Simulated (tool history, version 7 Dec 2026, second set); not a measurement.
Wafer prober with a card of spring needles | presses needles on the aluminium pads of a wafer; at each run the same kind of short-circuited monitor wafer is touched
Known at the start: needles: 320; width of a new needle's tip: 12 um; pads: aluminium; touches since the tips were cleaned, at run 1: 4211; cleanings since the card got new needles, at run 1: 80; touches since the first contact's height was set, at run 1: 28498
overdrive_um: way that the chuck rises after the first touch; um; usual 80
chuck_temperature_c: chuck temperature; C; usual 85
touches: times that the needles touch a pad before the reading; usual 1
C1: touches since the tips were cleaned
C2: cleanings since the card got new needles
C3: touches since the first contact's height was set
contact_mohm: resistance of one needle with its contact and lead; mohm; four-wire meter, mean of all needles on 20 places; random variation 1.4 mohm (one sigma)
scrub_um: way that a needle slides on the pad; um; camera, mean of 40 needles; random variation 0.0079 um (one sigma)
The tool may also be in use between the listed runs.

Run 1, hour 0.0: usual settings; C1 4211; C2 80; C3 28498. Result: contact_mohm 128 mohm, scrub_um 11.160 um.
At hour 21.2: tips cleaned on abrasive film.
At hour 58.7: tips cleaned on abrasive film.
Run 2, hour 82.8: usual settings; C1 6277; C2 82; C3 50026. Result: contact_mohm 127 mohm, scrub_um 11.177 um.
At hour 98.8: tips cleaned on abrasive film.
At hour 133.8: tips cleaned on abrasive film.
Run 3, hour 133.8: usual settings; C1 0; C2 84; C3 63261. Result: contact_mohm 129 mohm, scrub_um 11.165 um.
At hour 171.8: tips cleaned on abrasive film.
Run 4, hour 171.8: usual settings; C1 0; C2 85; C3 73137. Result: contact_mohm 129 mohm, scrub_um 11.173 um.
At hour 209.2: tips cleaned on abrasive film.
Run 5, hour 232.8: usual settings; C1 6132; C2 86; C3 88985. Result: contact_mohm 130 mohm, scrub_um 11.170 um.
At hour 248.1: tips cleaned on abrasive film.
At hour 271.0: height of the first contact set anew.
At hour 284.6: tips cleaned on abrasive film.
Run 6, hour 310.2: usual settings; C1 6667; C2 88; C3 10181. Result: contact_mohm 129 mohm, scrub_um 11.176 um.
At hour 324.7: tips cleaned on abrasive film.
At hour 362.4: tips cleaned on abrasive film.
Run 7, hour 377.8: usual settings but overdrive_um 71 um; C1 4005; C2 90; C3 27735. Result: contact_mohm 129 mohm, scrub_um 9.918 um.
At hour 399.8: tips cleaned on abrasive film.
At hour 435.1: tips cleaned on abrasive film.
Run 8, hour 451.8: usual settings but overdrive_um 71 um; C1 4362; C2 92; C3 46964. Result: contact_mohm 132 mohm, scrub_um 9.915 um.
At hour 469.1: tips cleaned on abrasive film.
At hour 506.0: tips cleaned on abrasive film.
Run 9, hour 527.9: usual settings; C1 5709; C2 94; C3 66735. Result: contact_mohm 129 mohm, scrub_um 11.177 um.
At hour 541.0: tips cleaned on abrasive film.
At hour 578.1: tips cleaned on abrasive film.
Run 10, hour 596.0: usual settings but overdrive_um 74 um; C1 4649; C2 96; C3 84419. Result: contact_mohm 127 mohm, scrub_um 10.351 um.
At hour 616.0: tips cleaned on abrasive film.
At hour 653.9: tips cleaned on abrasive film.
At hour 654.2: height of the first contact set anew.
Run 11, hour 685.8: usual settings but overdrive_um 74 um; C1 8227; C2 98; C3 8227. Result: contact_mohm 127 mohm, scrub_um 10.375 um.
At hour 693.4: tips cleaned on abrasive film.
At hour 731.9: tips cleaned on abrasive film.
Run 12, hour 758.2: usual settings but overdrive_um 74 um; C1 6850; C2 100; C3 27036. Result: contact_mohm 132 mohm, scrub_um 10.341 um.
At hour 766.8: tips cleaned on abrasive film.
At hour 801.5: tips cleaned on abrasive film.
Run 13, hour 808.7: usual settings but overdrive_um 74 um; C1 1864; C2 102; C3 40141. Result: contact_mohm 126 mohm, scrub_um 10.361 um.
At hour 839.2: tips cleaned on abrasive film.
Run 14, hour 848.6: usual settings but overdrive_um 66 um, chuck_temperature_c 40 C; C1 2462; C2 103; C3 50512. Result: contact_mohm 127 mohm, scrub_um 9.247 um.
At hour 876.6: tips cleaned on abrasive film.
Run 15, hour 900.9: usual settings but overdrive_um 91 um, chuck_temperature_c 49 C, touches 3; C1 6325; C2 104; C3 64117. Result: contact_mohm 122 mohm, scrub_um 12.758 um.
At hour 915.9: tips cleaned on abrasive film.
At hour 953.4: tips cleaned on abrasive film.
Run 16, hour 983.5: usual settings but overdrive_um 88 um, chuck_temperature_c 71 C; C1 7830; C2 106; C3 85578. Result: contact_mohm 129 mohm, scrub_um 12.335 um.
At hour 992.1: tips cleaned on abrasive film.
Run 17, hour 1025.3: usual settings but overdrive_um 61 um, chuck_temperature_c 107 C, touches 2; C1 8653; C2 107; C3 96440. Result: contact_mohm 131 mohm, scrub_um 8.556 um.
At hour 1031.8: tips cleaned on abrasive film.
At hour 1032.1: height of the first contact set anew.
At hour 1067.3: tips cleaned on abrasive film.
Run 18, hour 1067.3: usual settings but overdrive_um 61 um, chuck_temperature_c 107 C, touches 2; C1 0; C2 109; C3 9145. Result: contact_mohm 136 mohm, scrub_um 8.543 um.
At hour 1105.8: tips cleaned on abrasive film.
Run 19, hour 1125.5: usual settings but overdrive_um 89 um, chuck_temperature_c 25 C; C1 5132; C2 110; C3 24270. Result: contact_mohm 120 mohm, scrub_um 12.484 um.
At hour 1140.4: tips cleaned on abrasive film.
At hour 1176.3: tips cleaned on abrasive film.
Run 20, hour 1196.9: usual settings but overdrive_um 89 um, chuck_temperature_c 25 C; C1 5370; C2 112; C3 42819. Result: contact_mohm 119 mohm, scrub_um 12.498 um.
At hour 1213.9: tips cleaned on abrasive film.
Run 21, hour 1244.7: usual settings but chuck_temperature_c 79 C, touches 3; C1 8028; C2 113; C3 55260. Result: contact_mohm 126 mohm, scrub_um 11.226 um.
At hour 1250.7: tips cleaned on abrasive film.
At hour 1285.8: tips cleaned on abrasive film.
At hour 1324.9: tips cleaned on abrasive film.
Run 22, hour 1325.7: usual settings but chuck_temperature_c 79 C, touches 3; C1 221; C2 116; C3 76283. Result: contact_mohm 128 mohm, scrub_um 11.241 um.
At hour 1362.9: tips cleaned on abrasive film.
Run 23, hour 1362.9: usual settings but chuck_temperature_c 79 C, touches 3; C1 0; C2 117; C3 85956. Result: contact_mohm 125 mohm, scrub_um 11.223 um.
At hour 1401.1: tips cleaned on abrasive film.
At hour 1414.5: height of the first contact set anew.
Run 24, hour 1423.5: usual settings but overdrive_um 86 um, chuck_temperature_c 57 C, touches 2; C1 5776; C2 118; C3 2357. Result: contact_mohm 125 mohm, scrub_um 12.077 um.
At hour 1439.5: tips cleaned on abrasive film.
At hour 1478.1: tips cleaned on abrasive film.
Run 25, hour 1510.6: usual settings but overdrive_um 86 um, chuck_temperature_c 57 C, touches 2; C1 8472; C2 120; C3 24982. Result: contact_mohm 126 mohm, scrub_um 12.091 um.

Hidden state at the last listed run before each entry between runs and at the first one after, where it differs:
Between runs 1 and 2: tips cleaned on abrasive film (hour 21.2); tips cleaned on abrasive film (hour 58.7)
  debris on the tips, nm: 1.4 -> 1.9; drift of the gauge itself on scrub_um, %: 0 -> 0.04
  measured less the result without the state, scrub_um: +0.000 -> +0.004 um
Between runs 2 and 3: tips cleaned on abrasive film (hour 98.8); tips cleaned on abrasive film (hour 133.8)
  debris on the tips, nm: 1.9 -> 0.2; way that the needles fall short of the set height, um: 0 -> 0.01; drift of the gauge itself on scrub_um, %: 0.04 -> 0.07
  measured less the result without the state, scrub_um: +0.004 -> +0.006 um
Between runs 3 and 4: tips cleaned on abrasive film (hour 171.8)
  debris on the tips, nm: 0.2 -> 0.3; drift of the gauge itself on scrub_um, %: 0.07 -> 0.09
  measured less the result without the state, scrub_um: +0.006 -> +0.009 um
Between runs 4 and 5: tips cleaned on abrasive film (hour 209.2)
  debris on the tips, nm: 0.3 -> 1.8; drift of the gauge itself on scrub_um, %: 0.09 -> 0.12
  measured less the result without the state, scrub_um: +0.009 -> +0.012 um
Between runs 5 and 6: tips cleaned on abrasive film (hour 248.1); height of the first contact set anew (hour 271.0); tips cleaned on abrasive film (hour 284.6)
  debris on the tips, nm: 1.8 -> 2; way that the needles fall short of the set height, um: 0.01 -> 0; drift of the gauge itself on scrub_um, %: 0.12 -> 0.15
  measured less the result without the state, scrub_um: +0.012 -> +0.017 um
Between runs 6 and 7: tips cleaned on abrasive film (hour 324.7); tips cleaned on abrasive film (hour 362.4)
  debris on the tips, nm: 2 -> 1.4; drift of the gauge itself on scrub_um, %: 0.15 -> 0.19
  measured less the result without the state, scrub_um: +0.017 -> +0.018 um
Between runs 7 and 8: tips cleaned on abrasive film (hour 399.8); tips cleaned on abrasive film (hour 435.1)
  debris on the tips, nm: 1.4 -> 1.5; drift of the gauge itself on scrub_um, %: 0.19 -> 0.22
  measured less the result without the state, scrub_um: +0.018 -> +0.021 um
Between runs 8 and 9: tips cleaned on abrasive film (hour 469.1); tips cleaned on abrasive film (hour 506.0)
  debris on the tips, nm: 1.5 -> 1.7; way that the needles fall short of the set height, um: 0 -> 0.01; drift of the gauge itself on scrub_um, %: 0.22 -> 0.26
  measured less the result without the state, scrub_um: +0.021 -> +0.028 um
Between runs 9 and 10: tips cleaned on abrasive film (hour 541.0); tips cleaned on abrasive film (hour 578.1)
  debris on the tips, nm: 1.7 -> 1.5; drift of the gauge itself on scrub_um, %: 0.26 -> 0.29
  measured less the result without the state, scrub_um: +0.028 -> +0.030 um
Between runs 10 and 11: tips cleaned on abrasive film (hour 616.0); tips cleaned on abrasive film (hour 653.9); height of the first contact set anew (hour 654.2)
  debris on the tips, nm: 1.5 -> 2.1; way that the needles fall short of the set height, um: 0.01 -> 0; drift of the gauge itself on scrub_um, %: 0.29 -> 0.34
  measured less the result without the state, scrub_um: +0.030 -> +0.035 um
Between runs 11 and 12: tips cleaned on abrasive film (hour 693.4); tips cleaned on abrasive film (hour 731.9)
  drift of the gauge itself on scrub_um, %: 0.34 -> 0.37
  measured less the result without the state, scrub_um: +0.035 -> +0.039 um
Between runs 12 and 13: tips cleaned on abrasive film (hour 766.8); tips cleaned on abrasive film (hour 801.5)
  debris on the tips, nm: 2.1 -> 0.8; drift of the gauge itself on scrub_um, %: 0.37 -> 0.4
  measured less the result without the state, scrub_um: +0.039 -> +0.041 um
Between runs 13 and 14: tips cleaned on abrasive film (hour 839.2)
  debris on the tips, nm: 0.8 -> 1.1; drift of the gauge itself on scrub_um, %: 0.4 -> 0.42
  measured less the result without the state, scrub_um: +0.041 -> +0.038 um
Between runs 14 and 15: tips cleaned on abrasive film (hour 876.6)
  debris on the tips, nm: 1.1 -> 1.8; drift of the gauge itself on scrub_um, %: 0.42 -> 0.45
  measured less the result without the state, scrub_um: +0.038 -> +0.056 um
Between runs 15 and 16: tips cleaned on abrasive film (hour 915.9); tips cleaned on abrasive film (hour 953.4)
  debris on the tips, nm: 1.8 -> 2.2; way that the needles fall short of the set height, um: 0 -> 0.01; drift of the gauge itself on scrub_um, %: 0.45 -> 0.49
  measured less the result without the state, scrub_um: +0.056 -> +0.059 um
Between runs 16 and 17: tips cleaned on abrasive film (hour 992.1)
  debris on the tips, nm: 2.2 -> 2; drift of the gauge itself on scrub_um, %: 0.49 -> 0.51
  measured less the result without the state, scrub_um: +0.059 -> +0.043 um
Between runs 17 and 18: tips cleaned on abrasive film (hour 1031.8); height of the first contact set anew (hour 1032.1); tips cleaned on abrasive film (hour 1067.3)
  debris on the tips, nm: 2 -> 0.1; way that the needles fall short of the set height, um: 0.01 -> 0; tips' diameter, um: 12.03 -> 12.04; drift of the gauge itself on scrub_um, %: 0.51 -> 0.53
  measured less the result without the state, scrub_um: +0.043 -> +0.044 um
Between runs 18 and 19: tips cleaned on abrasive film (hour 1105.8)
  debris on the tips, nm: 0.1 -> 1.7; drift of the gauge itself on scrub_um, %: 0.53 -> 0.56
  measured less the result without the state, scrub_um: +0.044 -> +0.069 um
Between runs 19 and 20: tips cleaned on abrasive film (hour 1140.4); tips cleaned on abrasive film (hour 1176.3)
  debris on the tips, nm: 1.7 -> 1.8; drift of the gauge itself on scrub_um, %: 0.56 -> 0.59
  measured less the result without the state, scrub_um: +0.069 -> +0.073 um
Between runs 20 and 21: tips cleaned on abrasive film (hour 1213.9)
  debris on the tips, nm: 1.8 -> 2; way that the needles fall short of the set height, um: 0 -> 0.01; drift of the gauge itself on scrub_um, %: 0.59 -> 0.62
  measured less the result without the state, scrub_um: +0.073 -> +0.068 um
Between runs 21 and 22: tips cleaned on abrasive film (hour 1250.7); tips cleaned on abrasive film (hour 1285.8); tips cleaned on abrasive film (hour 1324.9)
  debris on the tips, nm: 2 -> 0.3; drift of the gauge itself on scrub_um, %: 0.62 -> 0.66
  measured less the result without the state, scrub_um: +0.068 -> +0.072 um
Between runs 22 and 23: tips cleaned on abrasive film (hour 1362.9)
  debris on the tips, nm: 0.3 -> 0.2; drift of the gauge itself on scrub_um, %: 0.66 -> 0.67
  measured less the result without the state, scrub_um: +0.072 -> +0.074 um
Between runs 23 and 24: tips cleaned on abrasive film (hour 1401.1); height of the first contact set anew (hour 1414.5)
  debris on the tips, nm: 0.2 -> 1.8; way that the needles fall short of the set height, um: 0.01 -> 0; drift of the gauge itself on scrub_um, %: 0.67 -> 0.7
  measured less the result without the state, scrub_um: +0.074 -> +0.085 um
Between runs 24 and 25: tips cleaned on abrasive film (hour 1439.5); tips cleaned on abrasive film (hour 1478.1)
  debris on the tips, nm: 1.8 -> 2.2; drift of the gauge itself on scrub_um, %: 0.7 -> 0.75
  measured less the result without the state, scrub_um: +0.085 -> +0.090 um
